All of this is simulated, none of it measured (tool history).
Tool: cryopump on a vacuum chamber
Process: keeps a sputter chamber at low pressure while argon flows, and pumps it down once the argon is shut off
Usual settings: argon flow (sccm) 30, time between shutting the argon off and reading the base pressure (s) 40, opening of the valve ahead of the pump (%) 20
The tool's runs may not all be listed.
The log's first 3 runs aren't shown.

run,hour,argon flow (sccm),time between shutting the argon off and reading the base pressure (s),opening of the valve ahead of the pump (%),pressure while argon flows (Pa),pressure after the wait (uPa)
4,62.6,30,40,20,0.1417,3.29
5,87,16,40,20,0.0752,3.32
6,99.9,30,40,23,0.1238,3.35
7,123.6,30,40,23,0.124,3.31
8,154.2,30,40,23,0.1236,3.32
9,168.8,30,40,23,0.1249,3.35
10,188.1,30,40,43,0.0687,3.4
11,212.2,30,30,20,0.1419,3.98
12,243.7,30,30,20,0.1427,4.06
13,273.6,30,30,20,0.1419,4.07
14,294.5,30,40,18,0.1591,3.37
15,321.6,30,40,25,0.1147,3.51
16,337.8,30,61,20,0.1429,2.99
17,358.4,30,61,20,0.1424,2.96
18,372.8,49,102,22,0.214,2.45
19,386,25,87,18,0.133,2.64
20,401.8,36,46,57,0.066,3.46
21,426.9,30,23,16,0.1779,5.07
22,444.9,30,23,16,0.1795,4.99
23,468,30,297,20,0.1434,2.12
24,482.8,22,81,38,0.0575,2.75
25,499.5,55,79,32,0.1705,2.84

The next listed run, before its measurement:
26,530.4,55,79,32,?,?

{"run 26": {"pressure while argon flows (Pa)": 0.1711, "pressure after the wait (uPa)": 2.9}}
Without the tool's hidden state the same run would have given pressure while argon flows (Pa) 0.1583, pressure after the wait (uPa) 1.08.

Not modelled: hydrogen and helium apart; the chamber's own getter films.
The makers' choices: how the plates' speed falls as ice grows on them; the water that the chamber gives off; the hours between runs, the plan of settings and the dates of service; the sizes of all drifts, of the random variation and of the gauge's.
